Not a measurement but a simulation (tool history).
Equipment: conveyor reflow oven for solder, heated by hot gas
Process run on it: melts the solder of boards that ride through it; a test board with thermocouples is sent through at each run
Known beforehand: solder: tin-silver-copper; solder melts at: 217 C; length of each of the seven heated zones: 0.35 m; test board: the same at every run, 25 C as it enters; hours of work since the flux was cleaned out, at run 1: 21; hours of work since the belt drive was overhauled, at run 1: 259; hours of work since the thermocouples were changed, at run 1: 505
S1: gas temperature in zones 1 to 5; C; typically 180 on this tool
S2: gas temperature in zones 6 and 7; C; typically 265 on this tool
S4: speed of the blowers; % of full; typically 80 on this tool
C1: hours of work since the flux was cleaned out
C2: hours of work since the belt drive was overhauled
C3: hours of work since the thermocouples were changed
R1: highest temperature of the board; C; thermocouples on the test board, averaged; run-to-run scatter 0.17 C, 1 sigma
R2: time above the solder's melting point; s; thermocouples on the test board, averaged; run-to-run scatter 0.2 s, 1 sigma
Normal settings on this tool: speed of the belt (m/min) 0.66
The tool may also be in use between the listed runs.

Run 1, day 0: usual settings; C1 21; C2 259; C3 505. Result: R1 254.6 C, R2 52.1 s.
Run 2, day 0.225: usual settings; C1 25; C2 263; C3 509. Result: R1 254.3 C, R2 52.1 s.
Run 3, day 0.55: usual settings but S4 74 % of full; C1 31; C2 269; C3 515. Result: R1 253.4 C, R2 51.6 s.
Run 4, day 0.967: usual settings but S4 74 % of full; C1 39; C2 277; C3 523. Result: R1 253.6 C, R2 51 s.
Run 5, day 1.45: usual settings but S4 74 % of full; C1 47; C2 285; C3 532. Result: R1 253.6 C, R2 51 s.
Run 6, day 1.846: usual settings but S2 280 C, S4 74 % of full; C1 55; C2 293; C3 539. Result: R1 267.6 C, R2 57.3 s.
Run 7, day 2.117: usual settings but S2 280 C, S4 74 % of full; C1 60; C2 298; C3 544. Result: R1 267.3 C, R2 56.8 s.
Run 8, day 2.5: usual settings but S1 194 C, S2 267 C; C1 67; C2 305; C3 551. Result: R1 258.4 C, R2 58.3 s.
Run 9, day 2.85: usual settings but S1 193 C, S2 258 C; C1 73; C2 311; C3 557. Result: R1 250.1 C, R2 54.6 s.
Run 10, day 3.142: usual settings but S1 193 C, S2 258 C; C1 78; C2 316; C3 562. Result: R1 250.4 C, R2 54.5 s.
Run 11, day 3.408: usual settings but S1 193 C, S2 258 C; C1 83; C2 321; C3 567. Result: R1 249.9 C, R2 54.3 s.
Run 12, day 3.654: usual settings but S1 184 C; C1 87; C2 326; C3 572. Result: R1 255.4 C, R2 53.2 s.
Run 13, day 3.9: usual settings but S1 184 C; C1 92; C2 330; C3 576. Result: R1 255.3 C, R2 53.5 s.

What if the next run were any one of these 5? Each begins from the tool's condition after run 13:
Run A, day 4.367: usual settings but S1 177 C; C1 100; C2 338; C3 585. Result: R1 ?, R2 ?.
Run B, day 4.367: usual settings but S1 166 C, speed of the belt (m/min) 0.73; C1 100; C2 338; C3 585. Result: R1 ?, R2 ?.
Run C, day 4.367: usual settings but S1 179 C, S2 269 C, speed of the belt (m/min) 0.776; C1 100; C2 338; C3 585. Result: R1 ?, R2 ?.
Run D, day 4.367: usual settings but S1 184 C, S2 268 C, speed of the belt (m/min) 0.575, S4 71 % of full; C1 100; C2 338; C3 585. Result: R1 ?, R2 ?.
Run E, day 4.367: usual settings but S1 189 C, speed of the belt (m/min) 0.564; C1 100; C2 338; C3 585. Result: R1 ?, R2 ?.

run     R1    R2
  A  254.4  50.7
  B    250  40.2
  C  253.5  42.6
  D  259.5  63.8
  E    259  66.9
The same runs, with their run-to-run variation unchanged, on a tool lacking any hidden condition would have given:
run     R1    R2
  A  254.3  50.7
  B  249.9  40.1
  C  253.5  42.6
  D  259.4  63.8
  E    259  66.9
